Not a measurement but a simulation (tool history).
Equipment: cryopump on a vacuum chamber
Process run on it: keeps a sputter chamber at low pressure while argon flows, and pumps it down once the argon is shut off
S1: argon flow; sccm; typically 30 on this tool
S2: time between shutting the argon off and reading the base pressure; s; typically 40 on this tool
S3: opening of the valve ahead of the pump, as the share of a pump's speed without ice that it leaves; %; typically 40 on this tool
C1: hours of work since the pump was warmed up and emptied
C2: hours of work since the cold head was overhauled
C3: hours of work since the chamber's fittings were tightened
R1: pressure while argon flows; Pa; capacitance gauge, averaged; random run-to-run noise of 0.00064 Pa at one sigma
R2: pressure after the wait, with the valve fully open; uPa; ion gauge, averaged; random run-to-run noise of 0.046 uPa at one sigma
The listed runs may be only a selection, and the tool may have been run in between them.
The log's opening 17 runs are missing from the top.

{"hour": 216.6, "done": "pump warmed up, emptied and cooled again"}
{"run": 18, "hour": 226.8, "S1": 17, "S2": 40, "S3": 40, "C1": 7, "C2": 690, "C3": 18, "R1": 0.0573, "R2": 2.8}
{"run": 19, "hour": 236.8, "S1": 12, "S2": 40, "S3": 41, "C1": 14, "C2": 697, "C3": 24, "R1": 0.0401, "R2": 2.81}
{"run": 20, "hour": 253.3, "S1": 12, "S2": 40, "S3": 41, "C1": 24, "C2": 708, "C3": 35, "R1": 0.0391, "R2": 2.84}
{"run": 21, "hour": 272.3, "S1": 28, "S2": 50, "S3": 39, "C1": 37, "C2": 721, "C3": 48, "R1": 0.0974, "R2": 2.38}
{"run": 22, "hour": 286.8, "S1": 39, "S2": 40, "S3": 18, "C1": 47, "C2": 730, "C3": 58, "R1": 0.297, "R2": 2.88}
{"run": 23, "hour": 301.0, "S1": 24, "S2": 65, "S3": 51, "C1": 56, "C2": 740, "C3": 67, "R1": 0.0649, "R2": 1.87}
{"run": 24, "hour": 313.2, "S1": 24, "S2": 173, "S3": 27, "C1": 64, "C2": 748, "C3": 75, "R1": 0.121, "R2": 0.93}
{"run": 25, "hour": 321.5, "S1": 31, "S2": 138, "S3": 20, "C1": 70, "C2": 753, "C3": 81, "R1": 0.2126, "R2": 1.07}
{"run": 26, "hour": 331.7, "S1": 31, "S2": 138, "S3": 20, "C1": 77, "C2": 760, "C3": 88, "R1": 0.2105, "R2": 1.08}
{"run": 27, "hour": 347.6, "S1": 24, "S2": 89, "S3": 40, "C1": 87, "C2": 771, "C3": 98, "R1": 0.0841, "R2": 1.48}
{"run": 28, "hour": 357.4, "S1": 24, "S2": 89, "S3": 41, "C1": 94, "C2": 777, "C3": 105, "R1": 0.0814, "R2": 1.54}
{"run": 29, "hour": 368.2, "S1": 24, "S2": 89, "S3": 41, "C1": 101, "C2": 784, "C3": 112, "R1": 0.0816, "R2": 1.5}
{"run": 30, "hour": 383.5, "S1": 27, "S2": 60, "S3": 55, "C1": 111, "C2": 795, "C3": 122, "R1": 0.0694, "R2": 2.02}
{"run": 31, "hour": 399.8, "S1": 30, "S2": 40, "S3": 42, "C1": 122, "C2": 806, "C3": 133, "R1": 0.1011, "R2": 2.98}
{"run": 32, "hour": 415.0, "S1": 30, "S2": 40, "S3": 42, "C1": 132, "C2": 816, "C3": 143, "R1": 0.1009, "R2": 2.95}
{"run": 33, "hour": 434.8, "S1": 27, "S2": 41, "S3": 42, "C1": 146, "C2": 829, "C3": 156, "R1": 0.0899, "R2": 2.9}
{"run": 34, "hour": 446.6, "S1": 32, "S2": 57, "S3": 15, "C1": 153, "C2": 837, "C3": 164, "R1": 0.2932, "R2": 2.22}

3 options for the next run, each taken on its own from the tool as it stands now. Forecast them:
{"run": "A", "hour": 458.9, "S1": 30, "S2": 22, "S3": 28, "C1": 162, "C2": 845, "C3": 173, "R1": "?", "R2": "?"}
{"run": "B", "hour": 458.9, "S1": 16, "S2": 237, "S3": 24, "C1": 162, "C2": 845, "C3": 173, "R1": "?", "R2": "?"}
{"run": "C", "hour": 458.9, "S1": 19, "S2": 41, "S3": 18, "C1": 162, "C2": 845, "C3": 173, "R1": "?", "R2": "?"}

run=A R1=0.1508 R2=5.00
run=B R1=0.0931 R2=0.87
run=C R1=0.1451 R2=2.87
The same runs, with their run-to-run variation unchanged, on a tool lacking any hidden condition would have given:
run=A R1=0.1454 R2=4.81
run=B R1=0.0903 R2=0.67
run=C R1=0.1417 R2=2.67
